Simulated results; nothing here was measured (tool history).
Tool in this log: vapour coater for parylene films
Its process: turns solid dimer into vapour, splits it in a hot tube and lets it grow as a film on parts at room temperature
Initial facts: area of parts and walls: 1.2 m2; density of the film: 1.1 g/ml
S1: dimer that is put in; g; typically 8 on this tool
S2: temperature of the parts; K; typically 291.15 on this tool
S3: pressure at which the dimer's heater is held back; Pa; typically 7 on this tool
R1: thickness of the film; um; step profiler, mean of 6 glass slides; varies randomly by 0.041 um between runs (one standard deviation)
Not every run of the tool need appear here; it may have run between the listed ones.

run	hour	S1	S2	S3	R1
1	0	8	291.15	7	4.03
2	61.1	8	291.15	7	3.97
3	135.6	14	291.15	7	6.9
4	168.1	7	291.15	7	3.38
5	239.7	7	291.15	7	3.35
# hour 261.2: trap's valve overhauled
6	286.9	7	291.15	7	3.19
7	344.7	7	291.15	7	3.25
8	378.2	5	302.15	6.82	1.6
9	438.8	5	302.15	4.16	1.66
10	508.1	5	297.15	5.5	1.89
11	555.8	9	297.15	3.87	3.44
12	597.6	8	291.15	11.82	3.25
13	651.8	3	291.15	4.76	1.33
14	684.9	8	291.15	3.95	3.58

3 options for the next run, each taken on its own from the tool as it stands now. Forecast them:
# hour 701.7: trap's valve overhauled, once more
A	760.3	14	303.15	4.62	?
# hour 701.7: trap's valve overhauled, once more
B	760.3	7	291.15	7	?
# hour 701.7: trap's valve overhauled, once more
C	760.3	5	295.15	2.75	?

run	R1
A	5.62
B	3.78
C	2.66
With the hidden condition removed and each run's random variation left untouched, the same runs would have given:
run	R1
A	5.65
B	3.81
C	2.68
